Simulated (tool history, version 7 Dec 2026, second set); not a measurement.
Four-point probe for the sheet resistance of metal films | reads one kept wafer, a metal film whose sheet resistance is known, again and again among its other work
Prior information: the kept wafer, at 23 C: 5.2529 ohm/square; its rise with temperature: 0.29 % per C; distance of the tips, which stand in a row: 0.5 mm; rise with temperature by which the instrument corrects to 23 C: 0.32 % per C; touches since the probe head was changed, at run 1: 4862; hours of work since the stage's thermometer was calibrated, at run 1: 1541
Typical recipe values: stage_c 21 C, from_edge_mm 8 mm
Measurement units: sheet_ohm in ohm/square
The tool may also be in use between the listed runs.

run,hour,stage_c,from_edge_mm,touches since the probe head was changed,hours of work since the stage's thermometer was calibrated,sheet_ohm
1,0,21,8,4862,1541,5.305874
2,43.3,21,5,6158,1570,5.326379
3,63.4,21,7,6759,1583,5.310554
4,110.7,21,7,8173,1615,5.308248
5,140.9,21,28,9077,1635,5.297776
6,169.5,21,28,9932,1655,5.298551
7,200.2,23,8,10850,1675,5.304804
8,246.4,23,8,12230,1706,5.305936
9,279.2,21,8,13213,1728,5.308078
10,326.6,21,8,14630,1760,5.31005
11,366.6,24,8,15826,1787,5.30289
12,405.3,24,8,16985,1813,5.303766
13,452.9,23,8,18409,1845,5.306183
14,483.8,21,8,19332,1866,5.309747
15,511,32,8,20145,1884,5.289364
16,532,21,15,20773,1898,5.301557
17,561.7,21,15,21663,1918,5.300198
18,587.2,21,15,22423,1935,5.303318
19,614.9,21,18,23251,1954,5.302605
20,655.1,21,18,24456,1981,5.304755
21,690.2,21,8,25504,2005,5.312156
# hour 694.4: stage's thermometer calibrated
22,712.6,21,8,26159,12,5.317708
23,742.7,21,8,27059,32,5.318836
24,769.4,35,27,27858,50,5.281001
25,815.9,35,27,29249,82,5.283867
26,838.1,28,3,29913,97,5.375245
27,873.7,31,36,30977,121,5.289913
28,895.2,24,24,31620,135,5.304836
29,926.4,32,27,32554,156,5.289857
30,953.1,32,27,33353,174,5.289802
31,973.5,32,27,33963,188,5.289078
# hour 991.1: stage's thermometer calibrated, once more
32,1022.6,32,27,35416,21,5.274602
33,1048.7,32,19,36198,39,5.274995
34,1077.9,25,19,37071,58,5.287448
35,1116.5,25,19,38225,84,5.286767
36,1151.5,35,9,39273,108,5.277217
37,1186.3,35,9,40313,131,5.275802
38,1216.5,28,17,41217,152,5.283987
39,1262.1,25,3,42579,182,5.365127
40,1310.3,34,22,44021,215,5.271665
41,1341,34,22,44938,235,5.269887
42,1375.2,21,4,45962,258,5.337875
43,1404.3,18,3,46831,278,5.378782
44,1432.3,19,6,47670,297,5.321872

A few steps of sheet_ohm between consecutive runs. Split each: what settings, incoming material and random variation would produce without the hidden state, and what is left over for the hidden state, along with gauge scatter present in only one of the two compared results (measured, and without hidden state):
Hidden state at play: inner tips' distance over the nominal, %; tips' flats over new ones', %; wafer's true temperature over the reading, C; drift of the gauge itself on sheet_ohm, %.
Run 21 -> 22: stage's thermometer calibrated. sheet_ohm +0.005552 ohm/square: hidden state +0.007153, all else -0.001601.
Run 25 -> 26: stage_c 35 -> 28, from_edge_mm 27 -> 3. sheet_ohm +0.091378 ohm/square: hidden state +0.001352, all else +0.090026.
Run 26 -> 27: stage_c 28 -> 31, from_edge_mm 3 -> 36. sheet_ohm -0.085332 ohm/square: hidden state -0.000652, all else -0.08468.
Run 31 -> 32: stage's thermometer calibrated, once more. sheet_ohm -0.014476 ohm/square: hidden state -0.017038, all else +0.002562.
Run 39 -> 40: stage_c 25 -> 34, from_edge_mm 3 -> 22. sheet_ohm -0.093462 ohm/square: hidden state -0.000267, all else -0.093195.
